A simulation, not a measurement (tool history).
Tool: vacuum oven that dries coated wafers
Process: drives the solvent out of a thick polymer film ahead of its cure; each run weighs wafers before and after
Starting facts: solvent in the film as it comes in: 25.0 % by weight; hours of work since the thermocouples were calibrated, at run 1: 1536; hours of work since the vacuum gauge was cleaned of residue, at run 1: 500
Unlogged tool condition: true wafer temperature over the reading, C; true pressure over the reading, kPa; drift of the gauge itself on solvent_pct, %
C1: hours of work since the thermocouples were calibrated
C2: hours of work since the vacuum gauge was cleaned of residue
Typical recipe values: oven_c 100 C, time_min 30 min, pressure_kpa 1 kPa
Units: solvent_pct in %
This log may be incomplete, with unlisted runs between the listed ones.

run 1 hour=0 | oven_c=100 time_min=30 pressure_kpa=1 | C1=1536 C2=500 | solvent_pct=6.24
run 2 hour=22.7 | oven_c=100 time_min=30 pressure_kpa=1 | C1=1549 C2=513 | solvent_pct=6.24
run 3 hour=35.8 | oven_c=100 time_min=15 pressure_kpa=1 | C1=1556 C2=520 | solvent_pct=11.22
run 4 hour=61.7 | oven_c=100 time_min=30 pressure_kpa=1.7 | C1=1570 C2=535 | solvent_pct=6.57
run 5 hour=84.7 | oven_c=100 time_min=30 pressure_kpa=1.7 | C1=1583 C2=547 | solvent_pct=6.75
-- hour=98.3 oven's thermocouples calibrated
run 6 hour=112.6 | oven_c=100 time_min=30 pressure_kpa=1.7 | C1=8 C2=562 | solvent_pct=6.84
run 7 hour=125 | oven_c=100 time_min=30 pressure_kpa=1 | C1=15 C2=568 | solvent_pct=6.26
run 8 hour=152.5 | oven_c=100 time_min=30 pressure_kpa=1.15 | C1=30 C2=584 | solvent_pct=6.37
run 9 hour=171.1 | oven_c=100 time_min=30 pressure_kpa=1.15 | C1=40 C2=594 | solvent_pct=6.3
run 10 hour=182.4 | oven_c=100 time_min=30 pressure_kpa=1.15 | C1=46 C2=600 | solvent_pct=6.25
run 11 hour=208.5 | oven_c=100 time_min=30 pressure_kpa=1.15 | C1=61 C2=615 | solvent_pct=6.41
run 12 hour=224.2 | oven_c=100 time_min=30 pressure_kpa=1.15 | C1=70 C2=623 | solvent_pct=6.21
run 13 hour=246.3 | oven_c=85 time_min=30 pressure_kpa=1 | C1=82 C2=635 | solvent_pct=10.81
run 14 hour=273.6 | oven_c=85 time_min=30 pressure_kpa=1 | C1=97 C2=651 | solvent_pct=10.87
run 15 hour=294.3 | oven_c=100 time_min=20 pressure_kpa=1 | C1=108 C2=662 | solvent_pct=9.05
run 16 hour=312.3 | oven_c=100 time_min=30 pressure_kpa=1 | C1=118 C2=672 | solvent_pct=6.16
run 17 hour=337.1 | oven_c=96 time_min=30 pressure_kpa=1 | C1=132 C2=686 | solvent_pct=7.37
run 18 hour=350.2 | oven_c=96 time_min=30 pressure_kpa=1 | C1=139 C2=693 | solvent_pct=7.64
run 19 hour=369.7 | oven_c=96 time_min=30 pressure_kpa=1 | C1=150 C2=704 | solvent_pct=7.41
run 20 hour=386.3 | oven_c=100 time_min=30 pressure_kpa=1 | C1=159 C2=713 | solvent_pct=6.33
run 21 hour=403.8 | oven_c=100 time_min=30 pressure_kpa=1 | C1=169 C2=723 | solvent_pct=6.19
run 22 hour=417.7 | oven_c=100 time_min=28 pressure_kpa=1 | C1=177 C2=730 | solvent_pct=6.79
run 23 hour=434.6 | oven_c=100 time_min=28 pressure_kpa=1 | C1=186 C2=740 | solvent_pct=6.62
run 24 hour=447.5 | oven_c=100 time_min=30 pressure_kpa=1.48 | C1=193 C2=747 | solvent_pct=6.46
run 25 hour=461.8 | oven_c=106 time_min=29 pressure_kpa=3.18 | C1=201 C2=755 | solvent_pct=5.85
run 26 hour=475.1 | oven_c=100 time_min=24 pressure_kpa=1.1 | C1=208 C2=762 | solvent_pct=7.86
run 27 hour=493.6 | oven_c=88 time_min=22 pressure_kpa=0.64 | C1=218 C2=772 | solvent_pct=11.78

What does the tool deliver on the next run?
run 28 hour=514.5 | oven_c=103 time_min=16 pressure_kpa=2.79 | C1=230 C2=784 | solvent_pct=?

Run 28 came out at solvent_pct 10.82 %.
Minus the tool's unlogged condition, the same run would have read solvent_pct 10.81 %.
